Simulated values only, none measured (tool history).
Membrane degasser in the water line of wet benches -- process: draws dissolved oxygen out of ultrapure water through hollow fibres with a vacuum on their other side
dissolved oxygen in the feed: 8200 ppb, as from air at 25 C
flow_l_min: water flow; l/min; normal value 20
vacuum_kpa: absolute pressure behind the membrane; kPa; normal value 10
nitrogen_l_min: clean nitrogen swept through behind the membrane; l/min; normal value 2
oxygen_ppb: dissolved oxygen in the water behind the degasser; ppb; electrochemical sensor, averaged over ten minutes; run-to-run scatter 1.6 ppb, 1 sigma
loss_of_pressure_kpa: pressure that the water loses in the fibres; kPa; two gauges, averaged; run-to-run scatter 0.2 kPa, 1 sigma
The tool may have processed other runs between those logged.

run	hour	flow_l_min	vacuum_kpa	nitrogen_l_min	oxygen_ppb	loss_of_pressure_kpa
1	0	20	10	2	171.8	42.16
2	47.8	20	10	2	170.5	42.17
3	69.3	20	10	2	165.2	42.32
4	98	20	10	2	167.2	42.09
5	121	20	10	2	169.9	42.06
6	153.1	20	10	3.72	96.5	42.11
7	196.6	20	10	2	168.2	42.32
8	221	20	11.2	2	198.1	42.24
# hour 224.1: vacuum gauge calibrated
9	259.9	20	11.2	2	197.9	42.11
# hour 289.1: seals of the vacuum lines changed
10	304.4	20	11.2	2	195.9	41.99
11	325.9	28	9.2	3.75	124.5	59.23
12	366	21	24.4	1.05	881.9	44.83
# hour 400.8: vacuum gauge calibrated, once more
13	405.5	21	24.4	1.05	849	44.5
14	444.9	20	24.8	5.19	203.9	42.47
15	486.6	20	8.5	2	128.5	42.38

Consider 5 possible next runs. They are alternatives, not a sequence: every one starts from the tool as it was left by run 15. What does each give?
A	525.7	13	8.4	1.52	?	?
B	525.7	27	8.5	1.59	?	?
C	525.7	26	8.5	4.51	?	?
D	525.7	27	16.4	2.77	?	?
E	525.7	17	8.5	2.85	?	?

run	oxygen_ppb	loss_of_pressure_kpa
A	105.6	27.58
B	215.5	57.47
C	84.9	55.26
D	314.4	57.56
E	76.4	36.05
Stripped of hidden state, with their random variation kept, the same runs would have yielded:
run	oxygen_ppb	loss_of_pressure_kpa
A	105.4	27.46
B	215.1	57.23
C	84.6	55.03
D	313.9	57.32
E	76.3	35.9
